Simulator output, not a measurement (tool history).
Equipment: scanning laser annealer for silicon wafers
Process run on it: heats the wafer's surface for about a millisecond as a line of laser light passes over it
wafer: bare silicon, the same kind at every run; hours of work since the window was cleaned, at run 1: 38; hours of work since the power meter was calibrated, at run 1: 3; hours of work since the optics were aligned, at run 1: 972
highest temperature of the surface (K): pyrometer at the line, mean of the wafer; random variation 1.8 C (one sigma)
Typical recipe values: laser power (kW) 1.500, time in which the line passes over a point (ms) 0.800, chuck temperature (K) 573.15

run,hour,laser power (kW),time in which the line passes over a point (ms),chuck temperature (K),hours of work since the window was cleaned,hours of work since the power meter was calibrated,hours of work since the optics were aligned,highest temperature of the surface (K)
1,0.0,1.500,0.800,573.15,38,3,972,1294.15
2,13.2,1.500,0.800,573.15,46,11,980,1300.15
3,20.0,1.500,0.800,573.15,50,15,984,1292.15
4,30.5,1.500,0.800,534.15,57,22,991,1257.15
5,44.5,1.500,0.800,573.15,65,30,999,1297.15
6,55.6,1.500,0.800,573.15,72,37,1006,1295.15
7,66.7,1.349,0.800,573.15,79,44,1013,1223.15
8,80.8,1.582,0.800,573.15,87,53,1021,1335.15
9,91.9,1.616,0.645,558.15,94,59,1028,1248.15
10,103.4,1.500,0.647,573.15,101,66,1035,1214.15
11,110.4,1.548,0.859,572.15,105,71,1039,1343.15
12,121.6,1.644,0.859,582.15,112,77,1046,1401.15
13,131.4,1.473,0.767,537.15,118,83,1052,1227.15
14,144.0,1.500,0.991,550.15,126,91,1060,1357.15
15,154.9,1.559,0.640,573.15,132,98,1067,1232.15

Below are 5 alternative next runs, each starting from the tool's condition after run 15. Predict each:
A,165.1,1.552,0.954,606.15,139,104,1073,?
B,165.1,1.500,0.780,573.15,139,104,1073,?
C,165.1,1.647,0.824,573.15,139,104,1073,?
D,165.1,1.303,0.744,582.15,139,104,1073,?
E,165.1,1.500,0.574,604.15,139,104,1073,?

run,highest temperature of the surface (K)
A,1429.15
B,1279.15
C,1376.15
D,1180.15
E,1201.15
Without the tool's hidden state the same runs would have given:
run,highest temperature of the surface (K)
A,1452.15
B,1300.15
C,1398.15
D,1197.15
E,1218.15
